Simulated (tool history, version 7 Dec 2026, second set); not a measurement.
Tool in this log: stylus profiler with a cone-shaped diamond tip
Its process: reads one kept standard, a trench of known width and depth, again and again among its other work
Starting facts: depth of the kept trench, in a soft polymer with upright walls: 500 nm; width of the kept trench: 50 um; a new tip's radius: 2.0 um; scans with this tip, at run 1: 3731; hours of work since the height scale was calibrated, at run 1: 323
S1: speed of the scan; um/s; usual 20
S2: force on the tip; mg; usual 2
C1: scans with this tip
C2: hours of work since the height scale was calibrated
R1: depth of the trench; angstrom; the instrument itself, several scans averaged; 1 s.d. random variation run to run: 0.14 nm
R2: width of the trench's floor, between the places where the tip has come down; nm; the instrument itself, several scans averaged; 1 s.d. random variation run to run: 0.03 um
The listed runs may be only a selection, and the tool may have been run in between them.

run,hour,S1,S2,C1,C2,R1,R2
1,0,20,2,3731,323,5071.2,47040
2,23.6,20,2,3940,341,5068.5,47110
3,40.1,20,2,4088,354,5070.1,47020
4,53.5,20,1.7,4207,364,5064.3,47010
5,77.8,20,1.7,4423,383,5061.1,47000
6,91.2,20,2,4543,393,5069,46970
7,104.3,20,2,4659,403,5070,46940
8,125.4,20,2,4847,419,5069.1,46980
9,137.3,20,2,4952,428,5069.4,46960
10,159.2,20,2,5148,445,5068.1,46930
11,170,20,2,5244,453,5067.8,46980
12,192.9,20,2,5448,471,5067,46870
13,208.3,20,2,5585,483,5068.6,46880
14,228.9,74,0.84,5768,499,5033,46440
15,242.6,74,0.84,5890,509,5035.2,46440
16,260.5,13,3.96,6050,523,5110.3,46930
17,273.3,11,1.42,6164,533,5053.1,46880
18,292.9,44,2.28,6338,548,5074.8,46750
19,308.3,19,1.17,6475,560,5044.7,46830
20,319.9,7,0.78,6578,569,5032.3,46910
21,341.7,12,5.77,6772,586,5144.7,46860
22,364.7,8,2.49,6977,603,5078.3,46850
23,382.8,20,4.76,7138,617,5126.3,46840
24,402.4,41,2.97,7312,632,5088.9,46760
25,417.8,20,1.52,7449,644,5054,46780
26,434.3,20,1.52,7596,657,5052.4,46790

Forecast each of these 4 alternatives for the next run:
A,453.7,51,3.25,7769,672,?,?
B,453.7,80,1.52,7769,672,?,?
C,453.7,72,3.34,7769,672,?,?
D,453.7,32,2.04,7769,672,?,?

run,R1,R2
A,5096.3,46650
B,5050.7,46380
C,5094,46620
D,5065.8,46690
With the hidden condition removed and each run's random variation left untouched, the same runs would have given:
run,R1,R2
A,5107.3,47150
B,5061.6,46880
C,5105,47110
D,5076.8,47190
